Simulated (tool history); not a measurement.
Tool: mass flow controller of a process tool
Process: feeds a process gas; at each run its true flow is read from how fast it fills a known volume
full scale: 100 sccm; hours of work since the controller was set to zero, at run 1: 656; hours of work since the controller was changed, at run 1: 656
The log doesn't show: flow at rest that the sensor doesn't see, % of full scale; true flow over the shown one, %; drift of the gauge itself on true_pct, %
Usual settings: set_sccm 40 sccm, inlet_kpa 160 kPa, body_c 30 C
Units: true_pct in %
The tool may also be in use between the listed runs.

| run | hour | set_sccm | inlet_kpa | body_c | hours of work since the controller was set to zero | hours of work since the controller was changed | true_pct |
|---|---|---|---|---|---|---|---|
| 1 | 0 | 40 | 160 | 30 | 656 | 656 | 98.29 |
| 2 | 80.1 | 82 | 160 | 30 | 710 | 710 | 99.13 |
| 3 | 162.8 | 11 | 160 | 30 | 765 | 765 | 97.04 |
| 4 | 240.5 | 40 | 160 | 34 | 817 | 817 | 98.11 |
| 5 | 301.6 | 44 | 160 | 34 | 858 | 858 | 98.11 |
| 6 | 351.5 | 44 | 160 | 34 | 892 | 892 | 98.05 |
| 7 | 431.8 | 44 | 160 | 34 | 946 | 946 | 98.1 |
| 8 | 500.5 | 44 | 160 | 34 | 992 | 992 | 97.87 |
| 9 | 587.5 | 44 | 160 | 34 | 1051 | 1051 | 98.03 |
| 10 | 646.6 | 40 | 160 | 30 | 1090 | 1090 | 98.12 |
| 11 | 714.8 | 40 | 162 | 30 | 1136 | 1136 | 98.04 |
| 12 | 753.5 | 40 | 162 | 30 | 1162 | 1162 | 97.89 |
| 13 | 794.8 | 40 | 162 | 30 | 1190 | 1190 | 97.91 |
| 14 | 850.2 | 40 | 160 | 30 | 1227 | 1227 | 97.88 |
| 15 | 922.7 | 40 | 160 | 30 | 1276 | 1276 | 98.02 |
|  | 930.8 | controller's zero set anew |
| 16 | 991.3 | 40 | 160 | 30 | 41 | 1322 | 97.77 |
| 17 | 1079 | 10 | 160 | 30 | 100 | 1380 | 94.97 |
| 18 | 1149.2 | 10 | 160 | 30 | 147 | 1428 | 94.74 |
| 19 | 1199.4 | 10 | 160 | 30 | 180 | 1461 | 94.71 |
|  | 1248.5 | controller's zero set anew, once more |
| 20 | 1248.5 | 10 | 160 | 30 | 0 | 1494 | 97.4 |
| 21 | 1286.2 | 10 | 160 | 30 | 25 | 1519 | 97.53 |
| 22 | 1325.2 | 10 | 160 | 30 | 52 | 1545 | 97.37 |
| 23 | 1408.1 | 10 | 160 | 30 | 107 | 1601 | 97.38 |
| 24 | 1449.7 | 11 | 160 | 31 | 135 | 1629 | 97.32 |
| 25 | 1508.9 | 11 | 160 | 31 | 175 | 1669 | 97.22 |
| 26 | 1559.7 | 34 | 202 | 34 | 209 | 1703 | 97.8 |
| 27 | 1596.4 | 34 | 202 | 34 | 234 | 1728 | 97.68 |
| 28 | 1661.2 | 25 | 160 | 30 | 277 | 1771 | 97.56 |
| 29 | 1735.2 | 26 | 147 | 29 | 327 | 1821 | 97.7 |
| 30 | 1776.9 | 66 | 141 | 38 | 355 | 1849 | 97.82 |
| 31 | 1849 | 33 | 175 | 28 | 403 | 1897 | 97.98 |
| 32 | 1909.4 | 23 | 160 | 25 | 444 | 1938 | 97.8 |
| 33 | 1963.5 | 20 | 188 | 25 | 480 | 1974 | 97.67 |
| 34 | 2008 | 16 | 142 | 36 | 510 | 2004 | 96.72 |

Forecast each of these 3 alternatives for the next run:
| A | 2072.5 | 95 | 160 | 31 | 554 | 2048 | ? |
| B | 2072.5 | 81 | 157 | 32 | 554 | 2048 | ? |
| C | 2072.5 | 16 | 142 | 20 | 554 | 2048 | ? |

| run | true_pct |
|---|---|
| A | 98.84 |
| B | 98.57 |
| C | 97.72 |
Without the tool's hidden state the same runs would have given:
| run | true_pct |
|---|---|
| A | 99.51 |
| B | 99.26 |
| C | 98.97 |
